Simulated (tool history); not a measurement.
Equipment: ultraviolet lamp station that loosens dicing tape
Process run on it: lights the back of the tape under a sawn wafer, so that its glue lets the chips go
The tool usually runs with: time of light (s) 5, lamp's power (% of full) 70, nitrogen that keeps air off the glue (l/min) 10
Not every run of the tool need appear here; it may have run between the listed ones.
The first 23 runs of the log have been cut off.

| run | hour | time of light (s) | lamp's power (% of full) | nitrogen that keeps air off the glue (l/min) | force that peels the tape off (N) | light that reached the tape (J/m2) |
|---|---|---|---|---|---|---|
| 24 | 396.4 | 2 | 67 | 13 | 2.262 | 1050 |
| 25 | 415.4 | 7 | 62 | 6 | 0.529 | 3440 |
|  | 417.7 | window cleaned of glue's vapour |
| 26 | 432 | 7 | 77 | 3 | 0.684 | 3900 |
| 27 | 452 | 7 | 77 | 3 | 0.725 | 3930 |
| 28 | 471.6 | 3 | 81 | 10 | 1.339 | 1750 |
| 29 | 487.5 | 9 | 70 | 12 | 0.177 | 4530 |
| 30 | 511.6 | 5 | 70 | 13 | 0.52 | 2470 |
| 31 | 526.3 | 5 | 68 | 10 | 0.71 | 2420 |
|  | 528.9 | window cleaned of glue's vapour, once more |
| 32 | 547.4 | 5 | 78 | 8 | 0.376 | 3470 |
| 33 | 558.2 | 5 | 78 | 8 | 0.379 | 3450 |
| 34 | 581.7 | 5 | 78 | 8 | 0.387 | 3440 |
| 35 | 603.8 | 4 | 63 | 5 | 1.407 | 2210 |
| 36 | 618 | 4 | 63 | 5 | 1.366 | 2210 |
| 37 | 634.3 | 6 | 63 | 10 | 0.363 | 3340 |
| 38 | 648.7 | 4 | 83 | 12 | 0.414 | 2870 |
| 39 | 659.8 | 6 | 70 | 10 | 0.301 | 3630 |
| 40 | 681.7 | 6 | 70 | 10 | 0.299 | 3630 |
| 41 | 701.6 | 4 | 67 | 10 | 0.79 | 2310 |
| 42 | 711.6 | 4 | 67 | 12 | 0.661 | 2260 |
| 43 | 723 | 8 | 88 | 10 | 0.151 | 6030 |

Alternative continuations, all from the tool just after run 43; predict every row:
| A | 746.4 | 8 | 65 | 8 | ? | ? |
| B | 746.4 | 2 | 76 | 10 | ? | ? |
| C | 746.4 | 6 | 70 | 10 | ? | ? |
| D | 746.4 | 5 | 70 | 16 | ? | ? |

| run | force that peels the tape off (N) | light that reached the tape (J/m2) |
|---|---|---|
| A | 0.238 | 4430 |
| B | 2.078 | 1280 |
| C | 0.322 | 3600 |
| D | 0.311 | 2970 |
What these runs would have given with no unlogged condition in the tool:
| run | force that peels the tape off (N) | light that reached the tape (J/m2) |
|---|---|---|
| A | 0.197 | 4990 |
| B | 1.758 | 1440 |
| C | 0.257 | 4050 |
| D | 0.245 | 3350 |

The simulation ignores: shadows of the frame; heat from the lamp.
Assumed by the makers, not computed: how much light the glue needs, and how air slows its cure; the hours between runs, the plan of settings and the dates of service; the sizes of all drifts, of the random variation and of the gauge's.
